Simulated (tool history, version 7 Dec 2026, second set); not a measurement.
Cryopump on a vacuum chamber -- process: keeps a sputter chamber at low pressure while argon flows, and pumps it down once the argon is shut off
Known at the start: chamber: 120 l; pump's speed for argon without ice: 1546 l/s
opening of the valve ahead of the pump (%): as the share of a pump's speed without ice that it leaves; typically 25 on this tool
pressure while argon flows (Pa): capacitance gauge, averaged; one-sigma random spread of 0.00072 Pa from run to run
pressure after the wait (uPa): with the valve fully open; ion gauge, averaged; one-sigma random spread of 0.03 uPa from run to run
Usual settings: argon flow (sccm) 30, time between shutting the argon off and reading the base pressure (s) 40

run	hour	argon flow (sccm)	time between shutting the argon off and reading the base pressure (s)	opening of the valve ahead of the pump (%)	pressure while argon flows (Pa)	pressure after the wait (uPa)
1	0.0	30	40	25	0.1354	2.41
2	23.8	30	40	25	0.1357	2.55
3	53.9	30	40	24	0.1404	2.45
4	74.8	30	40	25	0.1340	2.45
5	101.7	30	40	25	0.1367	2.47
6	129.0	30	40	25	0.1374	2.48
7	153.6	30	40	25	0.1350	2.60
8	183.9	34	265	35	0.1116	1.46
9	201.9	30	291	15	0.2250	1.43
10	221.8	34	118	15	0.2542	1.73
11	239.0	20	118	15	0.1494	1.72
12	255.8	31	35	45	0.0805	2.79
13	285.8	31	35	45	0.0820	2.79
14	311.1	31	137	39	0.0929	1.72

Some steps in pressure while argon flows (Pa), run to run, broken into two amounts with sign: the step expected even without the hidden condition (settings, incoming material, random variation), and the rest, left for the hidden condition together with whatever gauge scatter is not in both the measured and the hidden-condition-free result:
Hidden conditions of the tool in this case: pump's speed, % of a pump's without ice; cold plate's temperature, K; leak into the chamber, uPa l/s; drift of the gauge itself on working_pa, %; drift of the gauge itself on base_upa, %.
Run 8 -> 9: argon flow (sccm) 34 -> 30, time between shutting the argon off and reading the base pressure (s) 265 -> 291, opening of the valve ahead of the pump (%) 35 -> 15. pressure while argon flows (Pa) +0.1134: hidden state -0.0004, all else +0.1138.
Run 10 -> 11: argon flow (sccm) 34 -> 20. pressure while argon flows (Pa) -0.1048: hidden state -0.0025, all else -0.1023.
